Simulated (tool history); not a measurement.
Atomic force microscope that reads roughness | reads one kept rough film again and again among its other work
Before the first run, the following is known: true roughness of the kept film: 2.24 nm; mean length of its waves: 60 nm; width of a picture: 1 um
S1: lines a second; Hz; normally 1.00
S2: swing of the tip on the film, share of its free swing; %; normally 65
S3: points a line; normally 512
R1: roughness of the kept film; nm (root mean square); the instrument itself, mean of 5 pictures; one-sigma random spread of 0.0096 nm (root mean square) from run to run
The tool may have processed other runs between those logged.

run    hour    S1  S2   S3     R1
  1     0.0  1.00  65  512  2.173
  2    23.3  1.82  65  512  2.151
  3    52.8  1.00  65  512  2.160
       55.6  -- new tip fitted
  4    67.7  1.00  79  512  2.123
  5    93.1  1.00  79  512  2.150
  6   123.5  1.00  68  512  2.189
  7   146.1  1.00  65  325  2.185
  8   159.0  1.00  65  512  2.176
  9   178.6  1.00  65  512  2.151
 10   200.7  1.00  65  959  2.161
 11   223.7  1.00  65  483  2.171
 12   251.8  1.00  65  483  2.164
 13   274.8  1.00  65  483  2.145
 14   293.7  1.00  65  483  2.161
      305.6  -- new tip fitted
 15   324.0  1.00  65  483  2.171
 16   345.9  1.00  65  483  2.178
 17   368.3  1.00  65  755  2.179
 18   392.0  1.00  65  755  2.174
 19   418.0  1.00  65  755  2.167
 20   449.3  1.00  65  755  2.161
 21   469.2  1.00  65  755  2.158
 22   491.7  1.00  65  755  2.167
 23   522.6  1.00  65  755  2.157
 24   540.9  1.00  65  755  2.161
      555.5  -- new tip fitted
 25   572.3  1.00  65  755  2.183
 26   585.2  0.99  65  755  2.182
 27   598.8  1.88  65  269  2.147
 28   622.0  1.02  62  269  2.167
 29   649.6  1.58  81  913  2.127
 30   666.6  2.77  86  482  2.000
 31   684.4  0.88  58  512  2.178
 32   707.2  1.52  58  512  2.161
 33   735.6  1.48  64  377  2.153
 34   762.8  1.06  65  512  2.174
 35   786.6  1.86  86  512  2.053
      804.0  -- new tip fitted
 36   809.6  0.51  76  696  2.176
 37   837.9  1.35  76  842  2.125
 38   854.8  0.50  61  552  2.191
 39   875.5  1.00  65  817  2.200
 40   891.6  1.00  65  817  2.182
 41   904.5  1.00  67  958  2.170
 42   921.6  1.00  83  512  2.151
 43   940.2  1.00  83  512  2.116
 44   970.3  0.65  61  563  2.159
 45   992.5  0.65  61  563  2.175
 46  1010.7  1.00  77  302  2.151
 47  1037.7  1.00  69  341  2.174
     1054.2  -- new tip fitted
 48  1061.7  0.64  67  728  2.172
 49  1084.5  0.73  60  728  2.204
 50  1105.8  0.73  60  375  2.164
 51  1119.3  0.73  60  375  2.181
 52  1136.4  1.00  72  638  2.170

Predict each of these 4 candidate next runs independently; none follows another, all start after run 52:
  A  1161.6  1.28  65  523   ?
  B  1161.6  0.94  65  512   ?
  C  1161.6  1.93  71  260   ?
  D  1161.6  1.00  66  689   ?

run     R1
  A  2.160
  B  2.184
  C  2.109
  D  2.164
With no hidden state in the tool, these same runs would have given:
run     R1
  A  2.165
  B  2.189
  C  2.114
  D  2.169
